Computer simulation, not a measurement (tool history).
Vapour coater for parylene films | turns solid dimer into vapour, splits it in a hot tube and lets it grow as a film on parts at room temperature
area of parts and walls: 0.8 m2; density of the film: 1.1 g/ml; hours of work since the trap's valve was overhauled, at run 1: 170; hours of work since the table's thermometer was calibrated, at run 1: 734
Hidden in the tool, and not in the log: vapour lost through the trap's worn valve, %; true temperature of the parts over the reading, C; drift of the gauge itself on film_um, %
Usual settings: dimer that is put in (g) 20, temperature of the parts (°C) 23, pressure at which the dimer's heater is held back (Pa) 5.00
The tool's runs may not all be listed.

| run | day | dimer that is put in (g) | temperature of the parts (°C) | pressure at which the dimer's heater is held back (Pa) | hours of work since the trap's valve was overhauled | hours of work since the table's thermometer was calibrated | thickness of the film (um) |
|---|---|---|---|---|---|---|---|
| 1 | 0.000 | 20 | 23 | 5.00 | 170 | 734 | 16.87 |
| 2 | 1.533 | 20 | 23 | 5.00 | 190 | 754 | 16.59 |
| 3 | 3.033 | 20 | 23 | 5.00 | 209 | 773 | 16.55 |
| 4 | 4.050 | 20 | 23 | 5.00 | 222 | 786 | 16.58 |
| 5 | 5.629 | 20 | 23 | 5.00 | 243 | 807 | 16.30 |
| 6 | 6.500 | 20 | 22 | 5.00 | 254 | 818 | 16.68 |
| 7 | 7.354 | 20 | 22 | 5.00 | 265 | 829 | 16.75 |
| 8 | 8.542 | 20 | 22 | 5.00 | 280 | 844 | 16.74 |
| 9 | 9.750 | 20 | 26 | 5.00 | 296 | 860 | 15.30 |
| 10 | 10.979 | 20 | 23 | 5.00 | 312 | 875 | 16.24 |
| 11 | 11.808 | 20 | 23 | 5.00 | 322 | 886 | 16.22 |
| 12 | 13.292 | 24 | 19 | 4.50 | 342 | 905 | 21.42 |
| 13 | 14.046 | 11 | 21 | 7.62 | 351 | 915 | 8.66 |

Forecast run 14:
| 14 | 15.662 | 12 | 29 | 5.00 | 372 | 936 | ? |

Run 14 gave thickness of the film (um) 8.62.
Without the tool's hidden state the same run would have given thickness of the film (um) 9.16.
